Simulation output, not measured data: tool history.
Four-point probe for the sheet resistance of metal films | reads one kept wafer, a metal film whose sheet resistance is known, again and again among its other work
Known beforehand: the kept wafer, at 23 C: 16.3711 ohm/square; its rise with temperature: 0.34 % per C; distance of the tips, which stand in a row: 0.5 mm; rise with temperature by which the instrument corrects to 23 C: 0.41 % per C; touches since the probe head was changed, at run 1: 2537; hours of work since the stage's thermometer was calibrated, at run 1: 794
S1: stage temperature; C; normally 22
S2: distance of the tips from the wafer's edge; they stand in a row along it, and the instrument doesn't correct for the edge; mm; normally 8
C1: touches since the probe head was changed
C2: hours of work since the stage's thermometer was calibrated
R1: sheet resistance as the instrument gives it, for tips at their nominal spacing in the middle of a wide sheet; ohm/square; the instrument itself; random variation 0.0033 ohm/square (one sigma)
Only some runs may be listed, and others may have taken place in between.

{"run": 1, "hour": 0.0, "S1": 22, "S2": 8, "C1": 2537, "C2": 794, "R1": 16.47568}
{"run": 2, "hour": 10.8, "S1": 22, "S2": 8, "C1": 2723, "C2": 799, "R1": 16.481156}
{"run": 3, "hour": 20.6, "S1": 23, "S2": 8, "C1": 2892, "C2": 804, "R1": 16.462119}
{"run": 4, "hour": 35.0, "S1": 23, "S2": 8, "C1": 3139, "C2": 811, "R1": 16.465042}
{"run": 5, "hour": 51.0, "S1": 23, "S2": 8, "C1": 3415, "C2": 818, "R1": 16.464038}
{"run": 6, "hour": 67.3, "S1": 22, "S2": 8, "C1": 3695, "C2": 826, "R1": 16.472212}
{"run": 7, "hour": 83.7, "S1": 22, "S2": 8, "C1": 3978, "C2": 834, "R1": 16.475977}
{"run": 8, "hour": 100.5, "S1": 22, "S2": 8, "C1": 4266, "C2": 842, "R1": 16.472234}
{"run": 9, "hour": 111.6, "S1": 22, "S2": 8, "C1": 4456, "C2": 848, "R1": 16.471786}
{"run": 10, "hour": 125.1, "S1": 22, "S2": 8, "C1": 4690, "C2": 854, "R1": 16.467421}
{"run": 11, "hour": 141.1, "S1": 22, "S2": 8, "C1": 4964, "C2": 862, "R1": 16.473256}
{"run": 12, "hour": 157.6, "S1": 22, "S2": 8, "C1": 5248, "C2": 870, "R1": 16.470923}
{"run": 13, "hour": 169.8, "S1": 22, "S2": 8, "C1": 5458, "C2": 876, "R1": 16.471472}
{"run": 14, "hour": 178.5, "S1": 22, "S2": 8, "C1": 5608, "C2": 880, "R1": 16.463369}
{"run": 15, "hour": 186.4, "S1": 22, "S2": 21, "C1": 5744, "C2": 884, "R1": 16.444045}
{"run": 16, "hour": 195.1, "S1": 19, "S2": 8, "C1": 5892, "C2": 888, "R1": 16.505385}
{"run": 17, "hour": 211.8, "S1": 26, "S2": 56, "C1": 6180, "C2": 896, "R1": 16.388155}
{"run": 18, "hour": 227.5, "S1": 26, "S2": 56, "C1": 6451, "C2": 904, "R1": 16.385135}
{"hour": 228.9, "done": "stage's thermometer calibrated"}
{"run": 19, "hour": 241.6, "S1": 32, "S2": 24, "C1": 6684, "C2": 6, "R1": 16.311693}
{"run": 20, "hour": 253.6, "S1": 19, "S2": 15, "C1": 6891, "C2": 12, "R1": 16.47144}
{"run": 21, "hour": 262.0, "S1": 25, "S2": 5, "C1": 7034, "C2": 16, "R1": 16.472655}
{"run": 22, "hour": 278.8, "S1": 25, "S2": 17, "C1": 7323, "C2": 24, "R1": 16.395407}
{"run": 23, "hour": 288.4, "S1": 34, "S2": 65, "C1": 7490, "C2": 29, "R1": 16.289874}
{"run": 24, "hour": 301.2, "S1": 34, "S2": 65, "C1": 7709, "C2": 35, "R1": 16.281786}
{"hour": 316.4, "done": "stage's thermometer calibrated, once more"}
{"run": 25, "hour": 316.4, "S1": 19, "S2": 26, "C1": 7962, "C2": 0, "R1": 16.492839}
{"run": 26, "hour": 328.1, "S1": 22, "S2": 9, "C1": 8164, "C2": 6, "R1": 16.476477}
{"run": 27, "hour": 340.9, "S1": 22, "S2": 9, "C1": 8384, "C2": 12, "R1": 16.47508}

Branching from run 27: 4 alternative next runs. What would each branch give?
{"run": "A", "hour": 356.4, "S1": 28, "S2": 9, "C1": 8650, "C2": 19, "R1": "?"}
{"run": "B", "hour": 356.4, "S1": 21, "S2": 54, "C1": 8650, "C2": 19, "R1": "?"}
{"run": "C", "hour": 356.4, "S1": 20, "S2": 63, "C1": 8650, "C2": 19, "R1": "?"}
{"run": "D", "hour": 356.4, "S1": 26, "S2": 8, "C1": 8650, "C2": 19, "R1": "?"}

run=A R1=16.398104
run=B R1=16.458072
run=C R1=16.475432
run=D R1=16.437055
The same runs, with their run-to-run variation unchanged, on a tool lacking any hidden condition would have given:
run=A R1=16.333692
run=B R1=16.393386
run=C R1=16.410674
run=D R1=16.372484

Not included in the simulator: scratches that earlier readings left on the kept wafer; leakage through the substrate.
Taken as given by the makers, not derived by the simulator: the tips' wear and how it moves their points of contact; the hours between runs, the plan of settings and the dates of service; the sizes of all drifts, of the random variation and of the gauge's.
